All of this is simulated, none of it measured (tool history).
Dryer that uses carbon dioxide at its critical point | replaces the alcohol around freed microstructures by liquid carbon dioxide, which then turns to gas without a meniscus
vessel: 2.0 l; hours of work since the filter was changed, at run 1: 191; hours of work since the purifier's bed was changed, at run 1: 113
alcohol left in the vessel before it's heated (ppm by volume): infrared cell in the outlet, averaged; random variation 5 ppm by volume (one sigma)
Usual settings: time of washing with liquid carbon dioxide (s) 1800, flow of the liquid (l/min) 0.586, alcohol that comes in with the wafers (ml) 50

run	hour	time of washing with liquid carbon dioxide (s)	flow of the liquid (l/min)	alcohol that comes in with the wafers (ml)	hours of work since the filter was changed	hours of work since the purifier's bed was changed	alcohol left in the vessel before it's heated (ppm by volume)
1	0.0	1800	0.586	50	191	113	30
2	14.0	1800	0.586	50	201	123	40
3	23.9	1800	0.586	50	208	130	36
4	44.3	1800	0.586	50	222	144	37
5	56.9	1800	0.586	50	231	153	44
6	75.5	1800	0.586	50	245	166	46
7	95.7	1200	0.586	50	259	180	250
8	114.0	1200	0.586	50	272	193	254
9	128.2	2280	0.586	50	282	203	38
10	145.1	2280	0.586	50	294	215	32
11	154.1	1800	0.586	50	300	222	53
12	172.5	1800	0.586	50	313	235	54
13	186.6	1800	0.586	50	323	245	62
14	200.0	1800	0.586	50	332	254	52
15	213.5	1800	0.619	50	342	264	43
16	222.4	1800	0.619	50	348	270	47
17	238.5	1800	0.619	50	360	281	43
18	255.2	1800	0.619	50	371	293	54
19	271.6	1320	0.765	50	383	305	71
20	287.1	1380	0.586	50	394	316	166
21	306.6	1380	0.586	50	408	329	167
22	316.2	1380	0.427	42	415	336	492
23	327.0	1380	0.427	42	422	344	502
24	343.5	1380	0.427	42	434	355	507
25	354.6	1500	0.586	50	442	363	125
26	365.7	2220	0.422	101	450	371	164
27	382.5	1800	0.615	42	461	383	57
28	401.5	1800	0.656	42	475	396	58
29	416.6	1980	0.586	25	485	407	55
30	428.2	1980	0.586	25	494	415	41
31	442.6	1560	0.493	50	504	425	223
32	454.4	2100	0.410	20	512	434	76
33	467.3	2100	0.474	77	521	443	116
34	478.8	1200	0.586	50	529	451	330
35	497.4	2400	0.618	26	543	464	47
36	514.1	1440	0.506	28	554	476	185

Forecast each of these 4 alternatives for the next run:
A	526.5	1440	0.506	99	563	485	?
B	526.5	1620	0.623	93	563	485	?
C	526.5	1800	0.501	50	563	485	?
D	526.5	1440	0.576	28	563	485	?

run	alcohol left in the vessel before it's heated (ppm by volume)
A	534
B	119
C	121
D	133
Without the tool's hidden state the same runs would have given:
run	alcohol left in the vessel before it's heated (ppm by volume)
A	312
B	40
C	42
D	59

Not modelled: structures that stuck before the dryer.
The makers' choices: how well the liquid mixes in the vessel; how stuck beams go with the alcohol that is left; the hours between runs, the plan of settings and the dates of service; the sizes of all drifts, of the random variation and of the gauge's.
